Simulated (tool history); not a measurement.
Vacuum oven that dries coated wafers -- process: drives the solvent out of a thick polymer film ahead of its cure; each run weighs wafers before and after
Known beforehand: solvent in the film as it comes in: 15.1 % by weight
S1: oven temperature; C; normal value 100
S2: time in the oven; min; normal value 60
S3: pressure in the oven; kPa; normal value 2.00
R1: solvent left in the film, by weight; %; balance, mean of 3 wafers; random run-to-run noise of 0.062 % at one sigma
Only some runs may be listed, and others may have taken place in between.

Run 1, day 0.000: usual settings. Result: R1 3.74 %.
Run 2, day 1.638: usual settings but S3 1.70 kPa. Result: R1 3.47 %.
Run 3, day 4.783: usual settings but S3 1.70 kPa. Result: R1 3.40 %.
Run 4, day 6.829: usual settings but S3 1.70 kPa. Result: R1 3.58 %.
Run 5, day 8.479: usual settings but S3 1.70 kPa. Result: R1 3.55 %.
Run 6, day 11.021: usual settings but S3 1.70 kPa. Result: R1 3.58 %.
Run 7, day 13.542: usual settings but S3 1.39 kPa. Result: R1 3.28 %.
Run 8, day 14.992: usual settings but S2 46 min. Result: R1 4.80 %.
Run 9, day 17.967: usual settings but S2 46 min. Result: R1 4.80 %.
Run 10, day 20.029: usual settings but S1 106 C, S2 46 min. Result: R1 3.23 %.
Run 11, day 23.288: usual settings but S1 106 C, S2 30 min, S3 1.42 kPa. Result: R1 4.24 %.
Run 12, day 26.554: usual settings but S2 41 min. Result: R1 5.27 %.
Run 13, day 28.267: usual settings but S2 41 min. Result: R1 5.35 %.
Run 14, day 31.596: usual settings but S1 97 C, S3 4.20 kPa. Result: R1 6.87 %.
Run 15, day 34.700: usual settings but S2 92 min, S3 2.62 kPa. Result: R1 3.71 %.
Run 16, day 37.892: usual settings but S1 111 C, S2 31 min. Result: R1 3.31 %.
Run 17, day 41.050: usual settings but S1 104 C, S2 104 min, S3 3.59 kPa. Result: R1 3.94 %.
Run 18, day 43.700: usual settings but S1 115 C, S2 94 min, S3 2.32 kPa. Result: R1 1.62 %.
Run 19, day 45.142: usual settings but S1 115 C, S2 94 min, S3 2.32 kPa. Result: R1 1.69 %.

Each row is a separate what-if for the run after 19, all from the same tool condition, not one after another. Results?
Run A, day 47.692: usual settings but S1 104 C, S2 37 min, S3 7.19 kPa. Result: R1 ?.
Run B, day 47.692: usual settings but S1 108 C, S2 32 min, S3 6.18 kPa. Result: R1 ?.
Run C, day 47.692: usual settings but S1 115 C, S2 61 min, S3 2.32 kPa. Result: R1 ?.

run    R1
  A  8.80
  B  7.04
  C  1.78
Without the tool's hidden state the same runs would have given:
run    R1
  A  8.43
  B  6.70
  C  1.62

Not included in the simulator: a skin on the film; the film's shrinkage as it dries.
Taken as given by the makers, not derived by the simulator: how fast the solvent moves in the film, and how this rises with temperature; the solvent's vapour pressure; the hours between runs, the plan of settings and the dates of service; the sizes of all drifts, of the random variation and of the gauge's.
